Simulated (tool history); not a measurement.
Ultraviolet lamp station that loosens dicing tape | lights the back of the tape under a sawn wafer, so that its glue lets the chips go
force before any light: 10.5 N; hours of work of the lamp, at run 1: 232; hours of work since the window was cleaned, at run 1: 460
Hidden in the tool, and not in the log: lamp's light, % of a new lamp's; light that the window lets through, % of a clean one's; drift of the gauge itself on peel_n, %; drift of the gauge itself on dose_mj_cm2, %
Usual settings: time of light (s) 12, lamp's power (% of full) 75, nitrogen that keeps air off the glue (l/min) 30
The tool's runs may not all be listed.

| run | hour | time of light (s) | lamp's power (% of full) | nitrogen that keeps air off the glue (l/min) | hours of work of the lamp | hours of work since the window was cleaned | force that peels the tape off (N) | light that reached the tape (mJ/cm²) |
|---|---|---|---|---|---|---|---|---|
| 1 | 0.0 | 12 | 75 | 30 | 232 | 460 | 1.302 | 425 |
| 2 | 46.6 | 12 | 75 | 30 | 252 | 479 | 1.374 | 424 |
| 3 | 121.7 | 12 | 75 | 30 | 284 | 511 | 1.341 | 423 |
| 4 | 193.7 | 15 | 75 | 30 | 315 | 542 | 0.871 | 522 |
|  | 212.3 | window cleaned of glue's vapour |
| 5 | 262.8 | 12 | 75 | 30 | 344 | 22 | 1.258 | 438 |
| 6 | 314.9 | 12 | 75 | 30 | 366 | 44 | 1.248 | 435 |
| 7 | 376.1 | 12 | 75 | 30 | 392 | 70 | 1.304 | 439 |
| 8 | 417.1 | 12 | 75 | 30 | 410 | 87 | 1.306 | 427 |
| 9 | 501.1 | 12 | 75 | 30 | 445 | 123 | 1.311 | 428 |
| 10 | 545.7 | 12 | 75 | 30 | 464 | 142 | 1.331 | 425 |
| 11 | 607.5 | 12 | 75 | 30 | 491 | 168 | 1.380 | 426 |
| 12 | 681.4 | 12 | 75 | 30 | 522 | 200 | 1.373 | 417 |
| 13 | 729.7 | 14 | 75 | 30 | 543 | 220 | 0.986 | 490 |
| 14 | 771.1 | 15 | 75 | 30 | 561 | 238 | 0.900 | 519 |
| 15 | 818.9 | 15 | 75 | 30 | 581 | 258 | 0.899 | 517 |
| 16 | 899.1 | 15 | 75 | 30 | 615 | 293 | 0.916 | 517 |
| 17 | 966.8 | 12 | 75 | 30 | 644 | 321 | 1.448 | 409 |
| 18 | 1028.3 | 12 | 75 | 14 | 670 | 348 | 2.492 | 410 |
| 19 | 1069.1 | 12 | 75 | 30 | 688 | 365 | 1.459 | 402 |
| 20 | 1113.2 | 12 | 75 | 30 | 706 | 384 | 1.432 | 400 |
| 21 | 1182.8 | 12 | 75 | 30 | 736 | 413 | 1.603 | 397 |
| 22 | 1277.3 | 12 | 75 | 30 | 776 | 454 | 1.526 | 393 |
| 23 | 1363.2 | 12 | 75 | 10 | 813 | 490 | 3.236 | 391 |
| 24 | 1449.3 | 19 | 75 | 10 | 850 | 527 | 1.572 | 618 |
|  | 1503.9 | window cleaned of glue's vapour |
| 25 | 1508.7 | 20 | 87 | 27 | 875 | 2 | 0.361 | 776 |
| 26 | 1593.5 | 8 | 75 | 17 | 911 | 38 | 3.754 | 266 |
| 27 | 1639.8 | 8 | 75 | 17 | 930 | 58 | 3.724 | 264 |
| 28 | 1684.8 | 15 | 65 | 24 | 950 | 77 | 1.514 | 431 |
| 29 | 1762.0 | 15 | 65 | 24 | 983 | 110 | 1.564 | 424 |
| 30 | 1803.7 | 12 | 62 | 21 | 1000 | 128 | 2.589 | 319 |
| 31 | 1869.8 | 12 | 62 | 21 | 1028 | 156 | 2.697 | 325 |
| 32 | 1934.1 | 12 | 62 | 21 | 1056 | 183 | 2.672 | 322 |
| 33 | 2026.3 | 17 | 80 | 10 | 1095 | 223 | 1.724 | 574 |
| 34 | 2100.2 | 10 | 87 | 10 | 1127 | 254 | 3.309 | 365 |
| 35 | 2139.0 | 10 | 87 | 10 | 1143 | 271 | 3.249 | 358 |
| 36 | 2198.4 | 8 | 86 | 16 | 1168 | 296 | 3.671 | 288 |
| 37 | 2293.0 | 10 | 63 | 30 | 1209 | 336 | 2.883 | 256 |
| 38 | 2352.2 | 10 | 94 | 30 | 1234 | 361 | 1.607 | 380 |
| 39 | 2402.2 | 11 | 73 | 22 | 1255 | 383 | 2.499 | 321 |
| 40 | 2478.8 | 11 | 73 | 22 | 1288 | 415 | 2.496 | 323 |
| 41 | 2545.9 | 17 | 81 | 22 | 1316 | 444 | 0.997 | 544 |
| 42 | 2612.9 | 17 | 81 | 22 | 1345 | 473 | 1.055 | 545 |
| 43 | 2651.4 | 17 | 81 | 22 | 1361 | 489 | 1.055 | 541 |
| 44 | 2714.5 | 17 | 81 | 22 | 1388 | 516 | 1.085 | 548 |

Hidden state or all else? Some run-to-run changes of force that peels the tape off (N), split into what the settings, what came in and random variation would give without the hidden state, and what is left for the hidden state (with any gauge scatter that isn't in both results):
Run 22 -> 23: nitrogen that keeps air off the glue (l/min) 30 -> 10. force that peels the tape off (N) +1.710: hidden state +0.256, all else +1.454.
Run 24 -> 25: time of light (s) 19 -> 20, lamp's power (% of full) 75 -> 87, nitrogen that keeps air off the glue (l/min) 10 -> 27, window cleaned of glue's vapour. force that peels the tape off (N) -1.211: hidden state -0.394, all else -0.817.
Run 25 -> 26: time of light (s) 20 -> 8, lamp's power (% of full) 87 -> 75, nitrogen that keeps air off the glue (l/min) 27 -> 17. force that peels the tape off (N) +3.393: hidden state +0.528, all else +2.865.
Run 27 -> 28: time of light (s) 8 -> 15, lamp's power (% of full) 75 -> 65, nitrogen that keeps air off the glue (l/min) 17 -> 24. force that peels the tape off (N) -2.210: hidden state -0.204, all else -2.006.
Run 40 -> 41: time of light (s) 11 -> 17, lamp's power (% of full) 73 -> 81. force that peels the tape off (N) -1.499: hidden state -0.379, all else -1.120.

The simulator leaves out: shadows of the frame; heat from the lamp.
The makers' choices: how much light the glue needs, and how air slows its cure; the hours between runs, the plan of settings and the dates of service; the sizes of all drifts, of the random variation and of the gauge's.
